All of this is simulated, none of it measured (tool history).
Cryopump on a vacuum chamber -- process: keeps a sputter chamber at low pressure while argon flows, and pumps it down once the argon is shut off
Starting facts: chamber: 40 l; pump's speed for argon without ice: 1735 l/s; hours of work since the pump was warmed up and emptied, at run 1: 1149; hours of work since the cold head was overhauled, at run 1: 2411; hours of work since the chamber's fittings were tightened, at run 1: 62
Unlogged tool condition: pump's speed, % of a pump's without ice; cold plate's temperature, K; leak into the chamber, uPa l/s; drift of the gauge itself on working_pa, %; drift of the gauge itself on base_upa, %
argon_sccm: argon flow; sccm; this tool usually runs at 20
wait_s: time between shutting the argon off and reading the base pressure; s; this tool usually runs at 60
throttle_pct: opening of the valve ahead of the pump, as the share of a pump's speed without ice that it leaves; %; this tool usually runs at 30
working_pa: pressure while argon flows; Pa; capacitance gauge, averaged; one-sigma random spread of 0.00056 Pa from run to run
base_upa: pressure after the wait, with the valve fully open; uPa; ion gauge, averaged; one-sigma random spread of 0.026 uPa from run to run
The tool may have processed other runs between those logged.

run	hour	argon_sccm	wait_s	throttle_pct	hours of work since the pump was warmed up and emptied	hours of work since the cold head was overhauled	hours of work since the chamber's fittings were tightened	working_pa	base_upa
1	0.0	20	60	30	1149	2411	62	0.0745	1.21
# hour 70.7: pump warmed up, emptied and cooled again
2	81.9	20	60	30	8	2469	120	0.0654	1.14
3	160.8	20	60	30	67	2527	178	0.0652	1.25
4	242.9	11	60	30	128	2589	239	0.0363	1.18
5	312.7	11	60	30	180	2641	292	0.0371	1.15
6	389.5	11	60	30	237	2698	349	0.0360	1.23
7	470.7	11	60	30	298	2758	409	0.0366	1.28
8	553.7	20	60	30	360	2820	471	0.0683	1.29
9	634.4	20	60	59	420	2880	531	0.0361	1.35
10	722.7	20	34	59	486	2946	597	0.0366	2.07

The next listed run, before its measurement:
11	796.0	20	34	59	540	3001	652	?	?

{"run 11": {"working_pa": 0.0368, "base_upa": 2.08}}
If the tool had no hidden condition, the same run with the same run-to-run variation would have returned working_pa 0.0326 Pa, base_upa 1.74 uPa.

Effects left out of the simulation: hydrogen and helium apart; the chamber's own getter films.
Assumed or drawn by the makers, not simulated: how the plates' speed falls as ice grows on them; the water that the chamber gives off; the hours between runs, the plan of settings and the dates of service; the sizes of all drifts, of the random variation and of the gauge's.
